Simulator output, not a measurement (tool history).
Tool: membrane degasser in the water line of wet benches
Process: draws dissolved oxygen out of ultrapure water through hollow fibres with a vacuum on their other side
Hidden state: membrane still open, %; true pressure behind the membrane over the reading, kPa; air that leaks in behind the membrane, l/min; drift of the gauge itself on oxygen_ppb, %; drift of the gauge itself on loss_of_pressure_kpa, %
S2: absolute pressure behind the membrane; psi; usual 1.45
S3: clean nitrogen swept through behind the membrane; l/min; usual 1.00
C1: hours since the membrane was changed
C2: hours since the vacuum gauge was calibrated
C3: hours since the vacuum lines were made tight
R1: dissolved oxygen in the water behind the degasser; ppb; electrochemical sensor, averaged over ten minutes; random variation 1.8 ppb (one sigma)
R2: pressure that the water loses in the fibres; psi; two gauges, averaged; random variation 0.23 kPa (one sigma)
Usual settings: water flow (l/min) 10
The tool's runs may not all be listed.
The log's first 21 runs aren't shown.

{"run": 22, "hour": 672.6, "water flow (l/min)": 14, "S2": 1.97, "S3": 0.43, "C1": 1543, "C2": 2478, "C3": 9209, "R1": 752.8, "R2": 12.19}
{"run": 23, "hour": 713.6, "water flow (l/min)": 8, "S2": 1.97, "S3": 0.43, "C1": 1584, "C2": 2519, "C3": 9250, "R1": 451.5, "R2": 6.986}
{"run": 24, "hour": 754.1, "water flow (l/min)": 10, "S2": 1.45, "S3": 0.98, "C1": 1624, "C2": 2559, "C3": 9291, "R1": 189.5, "R2": 8.779}
{"run": 25, "hour": 791.7, "water flow (l/min)": 10, "S2": 1.45, "S3": 0.98, "C1": 1662, "C2": 2597, "C3": 9328, "R1": 190.8, "R2": 8.694}
{"run": 26, "hour": 824.3, "water flow (l/min)": 10, "S2": 1.45, "S3": 0.57, "C1": 1695, "C2": 2629, "C3": 9361, "R1": 301.1, "R2": 8.71}
{"run": 27, "hour": 852.2, "water flow (l/min)": 9, "S2": 2.73, "S3": 1.91, "C1": 1722, "C2": 2657, "C3": 9389, "R1": 198.4, "R2": 7.826}
{"run": 28, "hour": 889.6, "water flow (l/min)": 9, "S2": 1.61, "S3": 0.49, "C1": 1760, "C2": 2695, "C3": 9426, "R1": 351.1, "R2": 7.79}
{"run": 29, "hour": 908.6, "water flow (l/min)": 10, "S2": 1.45, "S3": 1.0, "C1": 1779, "C2": 2714, "C3": 9445, "R1": 188.1, "R2": 8.66}
{"run": 30, "hour": 945.4, "water flow (l/min)": 10, "S2": 1.45, "S3": 1.0, "C1": 1816, "C2": 2750, "C3": 9482, "R1": 185.3, "R2": 8.749}
{"run": 31, "hour": 964.7, "water flow (l/min)": 10, "S2": 2.19, "S3": 1.09, "C1": 1835, "C2": 2770, "C3": 9501, "R1": 290.4, "R2": 8.688}
{"run": 32, "hour": 986.4, "water flow (l/min)": 10, "S2": 2.19, "S3": 1.09, "C1": 1857, "C2": 2792, "C3": 9523, "R1": 287.8, "R2": 8.73}
{"run": 33, "hour": 1009.8, "water flow (l/min)": 9, "S2": 1.36, "S3": 2.27, "C1": 1880, "C2": 2815, "C3": 9546, "R1": 76.8, "R2": 7.82}

3 ways to go on from here, each from the tool as it stands after run 33. What would each give?
{"run": "A", "hour": 1033.1, "water flow (l/min)": 8, "S2": 1.12, "S3": 0.81, "C1": 1903, "C2": 2838, "C3": 9570, "R1": "?", "R2": "?"}
{"run": "B", "hour": 1033.1, "water flow (l/min)": 10, "S2": 1.45, "S3": 0.44, "C1": 1903, "C2": 2838, "C3": 9570, "R1": "?", "R2": "?"}
{"run": "C", "hour": 1033.1, "water flow (l/min)": 7, "S2": 0.94, "S3": 1.72, "C1": 1903, "C2": 2838, "C3": 9570, "R1": "?", "R2": "?"}

run=A R1=121.8 R2=6.981
run=B R1=363.7 R2=8.710
run=C R1=41.1 R2=6.125
Without the tool's hidden state the same runs would have given:
run=A R1=110.9 R2=6.930
run=B R1=345.5 R2=8.646
run=C R1=36.2 R2=6.080
